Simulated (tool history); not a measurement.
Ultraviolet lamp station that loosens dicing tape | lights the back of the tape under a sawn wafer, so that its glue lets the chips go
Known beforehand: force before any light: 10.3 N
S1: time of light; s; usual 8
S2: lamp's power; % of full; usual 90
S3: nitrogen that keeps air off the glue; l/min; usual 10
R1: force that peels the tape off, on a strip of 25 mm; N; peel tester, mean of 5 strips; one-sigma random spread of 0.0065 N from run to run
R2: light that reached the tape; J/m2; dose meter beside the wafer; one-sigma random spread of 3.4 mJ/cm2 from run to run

Run 1, day 0.000: usual settings. Result: R1 0.238 N, R2 5100 J/m2.
Run 2, day 0.308: usual settings. Result: R1 0.235 N, R2 5090 J/m2.
Run 3, day 0.762: usual settings. Result: R1 0.238 N, R2 5070 J/m2.
Run 4, day 1.138: usual settings but S3 3 l/min. Result: R1 0.736 N, R2 5080 J/m2.
Run 5, day 1.625: usual settings but S3 3 l/min. Result: R1 0.761 N, R2 5090 J/m2.
Run 6, day 2.029: usual settings but S1 5 s, S3 3 l/min. Result: R1 1.895 N, R2 3100 J/m2.
Run 7, day 2.521: usual settings but S1 5 s, S3 3 l/min. Result: R1 1.971 N, R2 3130 J/m2.
Run 8, day 2.779: usual settings but S1 5 s, S3 3 l/min. Result: R1 1.897 N, R2 3130 J/m2.
At day 2.833: window cleaned of glue's vapour.
Run 9, day 3.300: usual settings but S1 5 s, S3 3 l/min. Result: R1 2.021 N, R2 3080 J/m2.
Run 10, day 3.762: usual settings but S1 5 s, S3 3 l/min. Result: R1 2.071 N, R2 3010 J/m2.
Run 11, day 4.296: usual settings but S1 5 s, S3 3 l/min. Result: R1 2.047 N, R2 3050 J/m2.
Run 12, day 4.667: usual settings but S1 15 s, S2 95 % of full, S3 11 l/min. Result: R1 0.141 N, R2 9540 J/m2.
Run 13, day 5.129: usual settings but S1 6 s. Result: R1 0.511 N, R2 3650 J/m2.
At day 5.450: window cleaned of glue's vapour, once more.
Run 14, day 5.479: usual settings but S1 6 s, S2 98 % of full. Result: R1 0.377 N, R2 4040 J/m2.
Run 15, day 5.779: usual settings but S1 11 s, S2 61 % of full, S3 4 l/min. Result: R1 0.683 N, R2 4680 J/m2.
Run 16, day 6.158: usual settings but S1 5 s, S3 5 l/min. Result: R1 1.304 N, R2 3140 J/m2.
Run 17, day 6.496: usual settings but S1 5 s, S2 86 % of full, S3 3 l/min. Result: R1 2.105 N, R2 2940 J/m2.

Here are 3 independent what-if runs from the current tool condition. What would each one return?
Run A, day 7.067: usual settings but S1 7 s, S2 86 % of full, S3 3 l/min. Result: R1 ?, R2 ?.
Run B, day 7.067: usual settings but S1 7 s, S2 61 % of full, S3 9 l/min. Result: R1 ?, R2 ?.
Run C, day 7.067: usual settings but S1 6 s, S2 66 % of full, S3 4 l/min. Result: R1 ?, R2 ?.

run     R1    R2
  A  1.207  4110
  B  0.869  2930
  C  1.930  2690
The same runs, with their run-to-run variation unchanged, on a tool lacking any hidden condition would have given:
run     R1    R2
  A  0.952  4610
  B  0.671  3290
  C  1.597  3020
